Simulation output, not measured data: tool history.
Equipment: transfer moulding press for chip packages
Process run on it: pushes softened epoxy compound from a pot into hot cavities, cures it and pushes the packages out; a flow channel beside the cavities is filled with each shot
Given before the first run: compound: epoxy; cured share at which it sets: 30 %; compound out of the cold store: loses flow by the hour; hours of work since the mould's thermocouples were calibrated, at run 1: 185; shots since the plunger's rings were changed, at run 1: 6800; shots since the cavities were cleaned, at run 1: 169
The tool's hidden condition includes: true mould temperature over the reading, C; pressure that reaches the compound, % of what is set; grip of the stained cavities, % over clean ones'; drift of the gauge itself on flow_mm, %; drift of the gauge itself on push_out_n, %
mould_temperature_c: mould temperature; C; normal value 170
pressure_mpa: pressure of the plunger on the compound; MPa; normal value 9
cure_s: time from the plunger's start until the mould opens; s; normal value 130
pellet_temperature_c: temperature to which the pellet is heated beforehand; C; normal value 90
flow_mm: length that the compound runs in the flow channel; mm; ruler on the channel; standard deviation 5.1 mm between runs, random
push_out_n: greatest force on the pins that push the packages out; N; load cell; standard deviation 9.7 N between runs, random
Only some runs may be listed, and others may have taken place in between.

run   hour  mould_temperature_c  pressure_mpa  cure_s  pellet_temperature_c  hours of work since the mould's thermocouples were calibrated  shots since the plunger's rings were changed  shots since the cavities were cleaned  incoming compound's hours out of the cold store  flow_mm  push_out_n
  1      0                  170             9     130                    90                                                            185                                          6800                                    169                                             30.4      473         540
  2    8.1                  170             9     130                    90                                                            190                                          6864                                    233                                             20.8      507         565
  3   22.7                  170             9     130                    90                                                            198                                          6980                                    349                                             11.5      517         626
        26  -- plunger's sealing rings changed
      33.8  -- cavities cleaned with cleaning compound and waxed
  4   37.3                  170             9     130                    98                                                            204                                            79                                     28                                             39.1      494         661
  5   51.9                  170             9     130                    90                                                            212                                           194                                    143                                             18.6      550         682
  6   58.4                  170             9     130                    90                                                            215                                           246                                    195                                               41      500         640
  7   65.8                  170             9     130                    95                                                            219                                           305                                    254                                             23.5      541         666
      70.5  -- cavities cleaned with cleaning compound and waxed, once more
  8   73.8                  170             9     130                    95                                                            223                                           356                                     26                                               40      488         450
  9   80.7                  170             9     130                    95                                                            227                                           411                                     81                                             38.1      492         507
 10   88.3                  170             9     130                    95                                                            231                                           471                                    141                                               44      481         523
 11    102                  170             9     130                    95                                                            239                                           580                                    250                                               40      498         578
 12  108.9                  170             9     130                    95                                                            242                                           634                                    304                                              8.7      566         604
 13  121.4                  171             9     130                    90                                                            249                                           734                                    404                                             34.9      515         606
     123.6  -- cavities cleaned with cleaning compound and waxed
 14  135.7                  171             9     130                    90                                                            256                                           835                                     96                                             38.5      499         478
 15  143.3                  171             9     130                    90                                                            261                                           895                                    156                                             42.2      491         506
 16  152.3                  176             9     116                    96                                                            266                                           967                                    228                                             23.3      505         513
 17  162.6                  170          9.84     119                    90                                                            271                                          1049                                    310                                             30.8      541         672
 18  171.4                  172          9.94     166                    82                                                            276                                          1119                                    380                                              9.6      590         528
     176.2  -- cavities cleaned with cleaning compound and waxed
 19  179.5                  177         10.35     130                    81                                                            280                                          1171                                     26                                             35.7      512         410
 20  189.2                  170          7.24     160                    82                                                            285                                          1248                                    103                                               34      450         454
 21  199.3                  170          9.37     130                    90                                                            291                                          1328                                    183                                             40.4      505         556
 22  211.5                  170          9.37     130                    90                                                            297                                          1425                                    280                                             44.6      499         597
 23  217.9                  170          9.37     130                    90                                                            301                                          1475                                    330                                             37.4      506         587
     228.9  -- cavities cleaned with cleaning compound and waxed
 24    230                  170          7.78     116                    85                                                            307                                          1560                                      9                                               38      466         540
 25  242.9                  170          7.78     119                    85                                                            314                                          1662                                    111                                             35.5      461         588
 26  250.8                  170          7.78     119                    85                                                            318                                          1725                                    174                                             42.2      448         638
 27  263.8                  170             9     126                    90                                                            326                                          1828                                    277                                             45.4      483         599

Predict each of these 4 candidate next runs independently; none follows another, all start after run 27:
  A  277.3                  178          7.91     123                    90                                                            333                                          1935                                    384                                             13.3        ?           ?
  B  277.3                  168          8.42     126                    88                                                            333                                          1935                                    384                                             19.3        ?           ?
  C  277.3                  176          7.74     130                    90                                                            333                                          1935                                    384                                             38.7        ?           ?
  D  277.3                  165             9     149                    90                                                            333                                          1935                                    384                                             25.2        ?           ?

run  flow_mm  push_out_n
  A      500         518
  B      523         743
  C      444         525
  D      539         671
With no hidden state in the tool, these same runs would have given:
run  flow_mm  push_out_n
  A      512         379
  B      535         532
  C      454         384
  D      551         482
